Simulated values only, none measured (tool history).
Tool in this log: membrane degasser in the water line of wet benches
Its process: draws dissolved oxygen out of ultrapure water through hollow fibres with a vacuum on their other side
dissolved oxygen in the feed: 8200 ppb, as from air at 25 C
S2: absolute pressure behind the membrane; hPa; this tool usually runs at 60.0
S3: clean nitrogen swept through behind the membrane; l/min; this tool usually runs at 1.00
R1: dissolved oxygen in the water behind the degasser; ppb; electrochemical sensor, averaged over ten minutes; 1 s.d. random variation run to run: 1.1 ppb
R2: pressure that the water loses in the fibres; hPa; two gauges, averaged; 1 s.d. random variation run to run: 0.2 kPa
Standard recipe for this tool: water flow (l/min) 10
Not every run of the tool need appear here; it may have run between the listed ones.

{"run": 1, "hour": 0.0, "water flow (l/min)": 10, "S2": 60.0, "S3": 1.0, "R1": 117.7, "R2": 461.2}
{"run": 2, "hour": 152.1, "water flow (l/min)": 10, "S2": 60.0, "S3": 1.0, "R1": 117.5, "R2": 463.7}
{"run": 3, "hour": 295.5, "water flow (l/min)": 10, "S2": 60.0, "S3": 2.37, "R1": 78.2, "R2": 459.5}
{"run": 4, "hour": 486.9, "water flow (l/min)": 10, "S2": 60.0, "S3": 2.37, "R1": 80.8, "R2": 460.1}
{"run": 5, "hour": 637.8, "water flow (l/min)": 10, "S2": 60.0, "S3": 2.37, "R1": 79.5, "R2": 462.7}
{"run": 6, "hour": 772.8, "water flow (l/min)": 10, "S2": 60.0, "S3": 1.0, "R1": 118.3, "R2": 463.1}
{"run": 7, "hour": 908.9, "water flow (l/min)": 10, "S2": 60.0, "S3": 1.0, "R1": 119.8, "R2": 467.9}
{"run": 8, "hour": 1105.7, "water flow (l/min)": 10, "S2": 60.0, "S3": 1.0, "R1": 118.9, "R2": 468.6}
{"run": 9, "hour": 1217.3, "water flow (l/min)": 10, "S2": 60.0, "S3": 1.0, "R1": 118.4, "R2": 466.8}
{"run": 10, "hour": 1421.9, "water flow (l/min)": 16, "S2": 60.0, "S3": 1.0, "R1": 243.8, "R2": 743.2}
{"run": 11, "hour": 1572.5, "water flow (l/min)": 11, "S2": 74.2, "S3": 2.26, "R1": 116.1, "R2": 510.7}
{"run": 12, "hour": 1720.3, "water flow (l/min)": 11, "S2": 74.2, "S3": 2.26, "R1": 115.7, "R2": 515.2}
{"run": 13, "hour": 1906.5, "water flow (l/min)": 14, "S2": 38.7, "S3": 0.45, "R1": 159.4, "R2": 653.0}
{"run": 14, "hour": 2070.9, "water flow (l/min)": 9, "S2": 38.7, "S3": 0.45, "R1": 75.4, "R2": 419.4}
{"run": 15, "hour": 2284.0, "water flow (l/min)": 12, "S2": 72.5, "S3": 0.56, "R1": 276.0, "R2": 566.7}
{"run": 16, "hour": 2495.8, "water flow (l/min)": 12, "S2": 115.4, "S3": 1.03, "R1": 306.4, "R2": 559.6}
{"run": 17, "hour": 2591.5, "water flow (l/min)": 12, "S2": 115.4, "S3": 1.03, "R1": 309.0, "R2": 560.3}
{"run": 18, "hour": 2690.1, "water flow (l/min)": 12, "S2": 115.4, "S3": 1.03, "R1": 308.4, "R2": 562.3}

3 options for the next run, each taken on its own from the tool as it stands now. Forecast them:
{"run": "A", "hour": 2779.0, "water flow (l/min)": 10, "S2": 60.3, "S3": 1.0, "R1": "?", "R2": "?"}
{"run": "B", "hour": 2779.0, "water flow (l/min)": 11, "S2": 115.4, "S3": 1.03, "R1": "?", "R2": "?"}
{"run": "C", "hour": 2779.0, "water flow (l/min)": 7, "S2": 63.1, "S3": 1.0, "R1": "?", "R2": "?"}

run=A R1=124.4 R2=472.1
run=B R1=279.7 R2=516.5
run=C R1=78.4 R2=328.2
What these runs would have given with no unlogged condition in the tool:
run=A R1=104.2 R2=447.8
run=B R1=250.6 R2=489.8
run=C R1=65.3 R2=311.1

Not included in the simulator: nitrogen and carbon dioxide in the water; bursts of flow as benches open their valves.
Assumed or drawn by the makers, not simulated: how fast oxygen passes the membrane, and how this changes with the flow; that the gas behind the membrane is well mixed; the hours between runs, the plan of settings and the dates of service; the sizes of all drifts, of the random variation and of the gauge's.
